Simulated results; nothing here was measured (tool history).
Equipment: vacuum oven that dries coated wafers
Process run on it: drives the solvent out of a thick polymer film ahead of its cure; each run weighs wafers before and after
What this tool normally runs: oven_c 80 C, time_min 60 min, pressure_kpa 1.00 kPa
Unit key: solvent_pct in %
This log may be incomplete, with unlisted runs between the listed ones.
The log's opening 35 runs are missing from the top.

run	day	oven_c	time_min	pressure_kpa	hours of work since the thermocouples were calibrated	hours of work since the vacuum gauge was cleaned of residue	solvent_pct
36	67.458	85	83	3.25	41	2094	2.43
37	70.121	84	83	0.59	74	2127	1.25
38	72.867	84	83	0.59	109	2162	1.32
39	75.654	85	94	1.51	144	2196	1.44
40	77.279	85	33	1.76	164	2217	4.83
41	79.775	72	51	2.17	195	2248	6.47
42	81.679	79	98	1.44	219	2272	2.11
43	83.108	79	36	0.59	237	2290	5.29
44	85.588	92	49	0.59	268	2321	1.68
45	86.904	80	33	0.55	284	2337	5.53
46	89.196	69	86	0.55	313	2366	3.89
47	91.021	80	106	0.99	336	2389	1.48

Alternative continuations, all from the tool just after run 47; predict every row:
A	93.221	80	31	0.52	363	2416	?
B	93.221	80	45	1.12	363	2416	?
C	93.221	78	75	0.73	363	2416	?
D	93.221	80	82	1.00	363	2416	?

run	solvent_pct
A	5.85
B	4.46
C	2.61
D	2.16
With no hidden state in the tool, these same runs would have given:
run	solvent_pct
A	5.49
B	4.07
C	2.21
D	1.80
